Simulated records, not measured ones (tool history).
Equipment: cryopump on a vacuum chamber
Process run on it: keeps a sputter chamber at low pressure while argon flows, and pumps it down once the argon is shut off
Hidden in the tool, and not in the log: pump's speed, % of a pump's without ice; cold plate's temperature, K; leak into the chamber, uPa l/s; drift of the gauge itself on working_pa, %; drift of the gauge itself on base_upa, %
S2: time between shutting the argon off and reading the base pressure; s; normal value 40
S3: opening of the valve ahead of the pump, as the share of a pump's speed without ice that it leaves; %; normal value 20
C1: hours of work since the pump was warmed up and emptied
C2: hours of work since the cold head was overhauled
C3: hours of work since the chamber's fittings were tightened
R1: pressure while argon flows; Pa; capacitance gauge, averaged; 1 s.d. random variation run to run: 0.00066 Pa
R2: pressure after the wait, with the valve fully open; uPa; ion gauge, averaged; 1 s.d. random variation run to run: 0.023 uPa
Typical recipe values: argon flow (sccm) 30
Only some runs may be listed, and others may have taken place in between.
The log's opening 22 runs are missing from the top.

run 23 day=13.417 | argon_flow_(sccm)=56 S2=89 S3=46 | C1=237 C2=237 C3=123 | R1=0.0955 R2=0.5
run 24 day=13.829 | argon_flow_(sccm)=30 S2=117 S3=20 | C1=242 C2=242 C3=128 | R1=0.1153 R2=0.45
run 25 day=14.521 | argon_flow_(sccm)=41 S2=117 S3=20 | C1=251 C2=251 C3=137 | R1=0.1574 R2=0.42
run 26 day=15.233 | argon_flow_(sccm)=41 S2=197 S3=20 | C1=260 C2=260 C3=146 | R1=0.1564 R2=0.39
run 27 day=15.738 | argon_flow_(sccm)=26 S2=183 S3=20 | C1=267 C2=267 C3=153 | R1=0.1004 R2=0.38
run 28 day=16.229 | argon_flow_(sccm)=26 S2=183 S3=20 | C1=273 C2=273 C3=159 | R1=0.1008 R2=0.37
run 29 day=16.904 | argon_flow_(sccm)=16 S2=61 S3=26 | C1=282 C2=282 C3=168 | R1=0.0482 R2=0.62
run 30 day=17.375 | argon_flow_(sccm)=16 S2=61 S3=26 | C1=288 C2=288 C3=174 | R1=0.0469 R2=0.65
run 31 day=18.225 | argon_flow_(sccm)=16 S2=61 S3=26 | C1=299 C2=299 C3=185 | R1=0.048 R2=0.67
run 32 day=18.754 | argon_flow_(sccm)=16 S2=61 S3=26 | C1=306 C2=306 C3=192 | R1=0.048 R2=0.67
run 33 day=19.583 | argon_flow_(sccm)=59 S2=51 S3=47 | C1=317 C2=317 C3=202 | R1=0.1007 R2=0.77
run 34 day=20.212 | argon_flow_(sccm)=52 S2=23 S3=55 | C1=325 C2=325 C3=211 | R1=0.0777 R2=1.35

Branching from run 34: 4 alternative next runs. What would each branch give?
run A day=20.871 | argon_flow_(sccm)=52 S2=62 S3=55 | C1=333 C2=333 C3=219 | R1=? R2=?
run B day=20.871 | argon_flow_(sccm)=44 S2=50 S3=20 | C1=333 C2=333 C3=219 | R1=? R2=?
run C day=20.871 | argon_flow_(sccm)=52 S2=22 S3=55 | C1=333 C2=333 C3=219 | R1=? R2=?
run D day=20.871 | argon_flow_(sccm)=30 S2=40 S3=60 | C1=333 C2=333 C3=219 | R1=? R2=?

run=A R1=0.0774 R2=0.69
run=B R1=0.1697 R2=0.76
run=C R1=0.0781 R2=1.44
run=D R1=0.0407 R2=0.88
Stripped of hidden state, with their random variation kept, the same runs would have yielded:
run=A R1=0.0711 R2=0.55
run=B R1=0.1644 R2=0.62
run=C R1=0.0718 R2=1.29
run=D R1=0.037 R2=0.73
